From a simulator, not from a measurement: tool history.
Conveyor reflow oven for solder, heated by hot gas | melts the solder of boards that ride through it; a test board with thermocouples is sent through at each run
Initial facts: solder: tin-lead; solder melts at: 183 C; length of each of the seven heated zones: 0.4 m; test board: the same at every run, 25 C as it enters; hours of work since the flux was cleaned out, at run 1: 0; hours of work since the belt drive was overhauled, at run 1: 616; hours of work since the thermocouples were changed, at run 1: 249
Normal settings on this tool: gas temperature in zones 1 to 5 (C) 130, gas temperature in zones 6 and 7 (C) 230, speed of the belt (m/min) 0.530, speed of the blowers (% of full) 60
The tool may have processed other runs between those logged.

run	hour	gas temperature in zones 1 to 5 (C)	gas temperature in zones 6 and 7 (C)	speed of the belt (m/min)	speed of the blowers (% of full)	hours of work since the flux was cleaned out	hours of work since the belt drive was overhauled	hours of work since the thermocouples were changed	highest temperature of the board (C)	time above the solder's melting point (s)
1	0.0	130	230	0.530	60	0	616	249	208.7	56.8
2	10.0	130	230	0.530	62	7	623	256	209.4	57.3
3	21.5	130	230	0.530	62	14	630	263	210.2	57.5
4	29.4	130	230	0.530	62	20	636	269	209.6	57.5
5	38.8	130	230	0.530	62	26	642	275	210.1	57.3
6	48.9	130	230	0.478	60	33	649	282	212.7	67.7
7	61.5	130	230	0.478	60	41	657	290	212.8	67.3
8	74.3	130	230	0.530	65	50	666	299	210.4	58.5
9	91.4	130	230	0.505	60	61	677	310	210.9	62.0
10	104.7	130	230	0.530	60	70	686	319	208.5	55.5
11	115.5	130	230	0.530	60	77	693	326	208.7	56.0
12	124.2	130	230	0.530	60	83	699	332	208.6	56.2
# hour 130.8: flux residue cleaned out of gas plates and filters
13	145.4	130	230	0.530	60	10	710	343	209.2	56.2
14	153.3	130	230	0.530	60	15	715	348	208.2	56.3
15	164.0	130	230	0.530	60	22	722	355	208.7	55.9
# hour 172.1: flux residue cleaned out of gas plates and filters, once more
# hour 185.2: belt drive overhauled, speed set with a stopwatch
16	191.5	130	230	0.530	60	10	4	368	208.0	53.2
17	204.1	128	243	0.530	60	19	13	376	218.1	64.4
18	218.5	128	243	0.495	68	28	22	386	223.7	73.4
19	234.5	129	243	0.460	68	39	33	397	226.8	82.6
20	245.9	117	227	0.448	74	47	41	404	212.7	68.4
21	262.7	130	230	0.636	60	58	52	416	200.6	34.2
22	277.8	130	230	0.636	60	68	62	426	200.6	34.2
23	296.4	120	230	0.636	61	81	75	438	197.8	28.8
24	310.9	120	230	0.636	61	90	84	448	197.8	28.1
25	318.5	120	230	0.636	61	95	89	453	197.9	27.9
26	333.9	129	230	0.526	61	106	100	463	207.7	53.7
27	347.2	129	230	0.518	53	115	109	472	205.2	49.6
28	356.3	139	230	0.530	60	121	115	478	209.5	58.8
29	369.6	139	234	0.530	60	130	124	487	212.1	62.2
30	388.0	130	241	0.530	51	142	136	500	212.3	57.5
31	403.4	131	241	0.530	51	152	146	510	211.2	57.3

What if the next run were any one of these 4? Each begins from the tool's condition after run 31:
A	416.6	139	241	0.513	51	161	155	519	?	?
B	416.6	131	218	0.442	51	161	155	519	?	?
C	416.6	128	232	0.530	60	161	155	519	?	?
D	416.6	131	241	0.495	52	161	155	519	?	?

run	highest temperature of the board (C)	time above the solder's melting point (s)
A	216.0	67.6
B	200.6	52.6
C	208.1	54.0
D	215.1	66.7
Without the tool's unlogged condition, the same runs would have read:
run	highest temperature of the board (C)	time above the solder's melting point (s)
A	217.6	69.1
B	202.1	55.4
C	209.8	56.1
D	216.8	68.3
